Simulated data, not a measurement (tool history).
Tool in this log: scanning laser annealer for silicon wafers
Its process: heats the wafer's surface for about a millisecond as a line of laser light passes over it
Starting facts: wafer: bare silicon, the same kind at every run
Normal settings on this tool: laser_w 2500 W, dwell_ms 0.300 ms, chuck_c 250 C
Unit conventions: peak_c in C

run 1 hour=0.0 | laser_w=2500 dwell_ms=0.300 chuck_c=250 | peak_c=1023
run 2 hour=13.6 | laser_w=2589 dwell_ms=0.300 chuck_c=250 | peak_c=1056
run 3 hour=34.2 | laser_w=2589 dwell_ms=0.300 chuck_c=250 | peak_c=1056
run 4 hour=49.5 | laser_w=2589 dwell_ms=0.300 chuck_c=250 | peak_c=1056
run 5 hour=62.3 | laser_w=2581 dwell_ms=0.300 chuck_c=250 | peak_c=1049
run 6 hour=84.0 | laser_w=2500 dwell_ms=0.300 chuck_c=250 | peak_c=1023
run 7 hour=109.6 | laser_w=2500 dwell_ms=0.300 chuck_c=250 | peak_c=1020
run 8 hour=129.5 | laser_w=2500 dwell_ms=0.300 chuck_c=250 | peak_c=1023
run 9 hour=152.2 | laser_w=2500 dwell_ms=0.300 chuck_c=250 | peak_c=1018
run 10 hour=166.5 | laser_w=2500 dwell_ms=0.235 chuck_c=250 | peak_c=925
run 11 hour=185.6 | laser_w=2500 dwell_ms=0.235 chuck_c=250 | peak_c=921
run 12 hour=209.2 | laser_w=2500 dwell_ms=0.300 chuck_c=273 | peak_c=1046
run 13 hour=225.5 | laser_w=2500 dwell_ms=0.270 chuck_c=273 | peak_c=1003
run 14 hour=244.1 | laser_w=2500 dwell_ms=0.270 chuck_c=273 | peak_c=1001
run 15 hour=266.6 | laser_w=2500 dwell_ms=0.300 chuck_c=250 | peak_c=1021
run 16 hour=286.8 | laser_w=2319 dwell_ms=0.356 chuck_c=250 | peak_c=1017
run 17 hour=310.9 | laser_w=2539 dwell_ms=0.277 chuck_c=250 | peak_c=1002
run 18 hour=337.8 | laser_w=2539 dwell_ms=0.277 chuck_c=250 | peak_c=1003
run 19 hour=355.0 | laser_w=2500 dwell_ms=0.270 chuck_c=250 | peak_c=977
run 20 hour=380.7 | laser_w=2260 dwell_ms=0.353 chuck_c=230 | peak_c=968
run 21 hour=407.0 | laser_w=2260 dwell_ms=0.353 chuck_c=230 | peak_c=965
run 22 hour=428.4 | laser_w=2354 dwell_ms=0.223 chuck_c=250 | peak_c=857
run 23 hour=451.1 | laser_w=2500 dwell_ms=0.300 chuck_c=229 | peak_c=1004
-- hour=469.7 window over the wafer cleaned
run 24 hour=470.1 | laser_w=2500 dwell_ms=0.300 chuck_c=229 | peak_c=1000
run 25 hour=491.8 | laser_w=2500 dwell_ms=0.300 chuck_c=226 | peak_c=996
run 26 hour=510.0 | laser_w=2500 dwell_ms=0.300 chuck_c=226 | peak_c=997
run 27 hour=529.0 | laser_w=2500 dwell_ms=0.300 chuck_c=226 | peak_c=998
-- hour=546.3 optics aligned, line set to its width
run 28 hour=546.9 | laser_w=2500 dwell_ms=0.300 chuck_c=259 | peak_c=1032
run 29 hour=562.8 | laser_w=2566 dwell_ms=0.232 chuck_c=245 | peak_c=938
run 30 hour=575.7 | laser_w=2159 dwell_ms=0.284 chuck_c=271 | peak_c=889

Alternative continuations, all from the tool just after run 30; predict every row:
run A hour=591.1 | laser_w=2688 dwell_ms=0.345 chuck_c=265 | peak_c=?
run B hour=591.1 | laser_w=2159 dwell_ms=0.290 chuck_c=271 | peak_c=?
run C hour=591.1 | laser_w=2722 dwell_ms=0.264 chuck_c=271 | peak_c=?
run D hour=591.1 | laser_w=2477 dwell_ms=0.284 chuck_c=232 | peak_c=?
run E hour=591.1 | laser_w=2240 dwell_ms=0.284 chuck_c=271 | peak_c=?

run=A peak_c=1179
run=B peak_c=900
run=C peak_c=1077
run=D peak_c=970
run=E peak_c=919
Without the tool's unlogged condition, the same runs would have read:
run=A peak_c=1179
run=B peak_c=900
run=C peak_c=1077
run=D peak_c=971
run=E peak_c=920
